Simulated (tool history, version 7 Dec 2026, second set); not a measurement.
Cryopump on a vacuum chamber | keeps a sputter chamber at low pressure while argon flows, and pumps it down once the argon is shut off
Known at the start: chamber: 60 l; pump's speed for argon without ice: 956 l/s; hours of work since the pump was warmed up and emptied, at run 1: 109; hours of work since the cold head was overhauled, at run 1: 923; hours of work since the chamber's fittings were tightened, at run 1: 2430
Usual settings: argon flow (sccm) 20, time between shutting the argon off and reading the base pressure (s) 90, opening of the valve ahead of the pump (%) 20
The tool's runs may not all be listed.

run,hour,argon flow (sccm),time between shutting the argon off and reading the base pressure (s),opening of the valve ahead of the pump (%),hours of work since the pump was warmed up and emptied,hours of work since the cold head was overhauled,hours of work since the chamber's fittings were tightened,pressure while argon flows (Pa),pressure after the wait (uPa)
1,0.0,20,90,20,109,923,2430,0.1809,1.59
2,83.7,16,90,20,155,969,2476,0.1490,1.69
3,163.3,20,90,20,198,1013,2519,0.1861,1.90
4,240.5,20,90,20,241,1055,2562,0.1893,1.90
5,307.1,20,90,27,277,1092,2598,0.1459,1.98
6,343.9,20,90,17,298,1112,2618,0.2238,2.04
7,400.0,20,90,20,328,1143,2649,0.1953,2.14
8,435.2,20,22,20,348,1162,2669,0.1976,3.39
# hour 471.4: pump warmed up, emptied and cooled again
9,521.4,20,22,20,27,1207,2713,0.1788,2.85
10,600.4,20,64,20,71,1250,2757,0.1796,1.85
# hour 665.7: leaking fittings of the chamber tightened, without venting
11,680.3,10,90,26,114,1293,8,0.0699,0.82
12,751.9,10,90,26,153,1332,47,0.0710,0.74
13,794.9,10,90,40,177,1356,71,0.0478,0.79
14,851.3,20,270,20,208,1387,102,0.1865,0.53
15,885.7,20,224,20,226,1406,121,0.1870,0.60
16,929.7,20,224,22,251,1430,145,0.1729,0.65

Forecast run 17:
17,1014.7,20,90,22,297,1477,192,?,?

pressure while argon flows (Pa): 0.1751
pressure after the wait (uPa): 0.93
Without the tool's hidden state the same run would have given pressure while argon flows (Pa) 0.1608, pressure after the wait (uPa) 0.70.
